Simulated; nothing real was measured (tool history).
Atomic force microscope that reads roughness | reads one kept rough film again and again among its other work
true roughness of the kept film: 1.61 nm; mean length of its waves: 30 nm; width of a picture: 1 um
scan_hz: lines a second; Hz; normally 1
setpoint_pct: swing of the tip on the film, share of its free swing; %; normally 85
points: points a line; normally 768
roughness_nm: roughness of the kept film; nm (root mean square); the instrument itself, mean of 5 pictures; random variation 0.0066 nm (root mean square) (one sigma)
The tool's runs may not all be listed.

run     day  scan_hz  setpoint_pct  points  roughness_nm
  1       0        1            85     768           1.3
      1.312  -- new tip fitted
  2   1.312        1            85     768         1.309
  3   2.167        1            85     768         1.304
  4   3.875        1            85     768         1.297
  5   5.496        1            85     768         1.317
  6   6.879     1.34            85     768         1.259
  7   7.967     0.54            85     768         1.398
      8.208  -- new tip fitted
  8   9.538     0.54            85     768         1.385
  9  10.858        1            85     768         1.309
 10  12.246        1            58     768         1.458
 11   14.05        1            85     296         1.302
     15.071  -- new tip fitted
 12  15.071        1            85     296         1.288
 13  16.517        1            85     296         1.305
 14    18.2        1            85     768         1.301
 15  19.142        1            85     768         1.319
 16  20.817        1            85     357         1.304
 17  21.604        1            85     357         1.308
     21.871  -- new tip fitted
 18  22.908     2.91            71     767         1.248
 19  24.262     1.27            85     767         1.268
 20  25.717     1.06            89     767         1.257
 21  27.408     1.06            89     767         1.273
 22  28.196     0.73            71     958         1.435
     28.658  -- new tip fitted
 23  29.617     0.76            68     514          1.42

Run 24 comes next. What will it give?
 24  30.583     0.76            65     514             ?

{"run 24": {"roughness_nm": 1.451}}
On a tool with no hidden condition, and with the same random variation, this run would have come out at roughness_nm 1.452 nm (root mean square).

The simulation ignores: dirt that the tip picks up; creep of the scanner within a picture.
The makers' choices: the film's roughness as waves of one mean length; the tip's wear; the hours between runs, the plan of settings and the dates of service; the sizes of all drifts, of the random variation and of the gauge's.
